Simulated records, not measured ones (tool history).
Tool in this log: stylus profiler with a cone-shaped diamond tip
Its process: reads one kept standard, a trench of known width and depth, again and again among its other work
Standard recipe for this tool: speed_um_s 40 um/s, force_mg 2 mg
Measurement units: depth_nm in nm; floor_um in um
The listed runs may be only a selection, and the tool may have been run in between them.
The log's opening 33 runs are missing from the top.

run,day,speed_um_s,force_mg,scans with this tip,hours of work since the height scale was calibrated,depth_nm,floor_um
34,26.888,64,4.69,11178,1016,201.45,97.44
35,27.562,64,4.69,11319,1029,201.61,97.44
36,28.575,38,5.75,11533,1048,201.87,97.56
37,29.142,48,2.06,11652,1059,200.77,97.4
38,30.038,15,3.27,11842,1076,201.15,97.61
39,30.662,15,3.27,11973,1088,201.17,97.55
40,31.704,11,2,12193,1108,200.71,97.55
41,32.317,11,2,12322,1120,200.66,97.55
42,32.971,99,2.11,12459,1133,200.77,97.14
43,33.883,41,3.16,12652,1150,200.93,97.42
44,34.425,40,1.56,12766,1160,200.43,97.38
45,35.033,40,1.56,12894,1172,200.52,97.32
46,35.646,40,1.56,13023,1184,200.45,97.38
47,36.283,17,4.26,13158,1196,201.29,97.58
48,37.192,30,1.37,13349,1213,200.39,97.45

Forecast each of these 3 alternatives for the next run:
A,37.742,61,4.94,13465,1224,?,?
B,37.742,16,4.88,13465,1224,?,?
C,37.742,107,1.98,13465,1224,?,?

run,depth_nm,floor_um
A,201.5,97.35
B,201.52,97.57
C,200.68,97.05
Without the tool's hidden state the same runs would have given:
run,depth_nm,floor_um
A,201.88,97.8
B,201.9,98.02
C,201.06,97.5
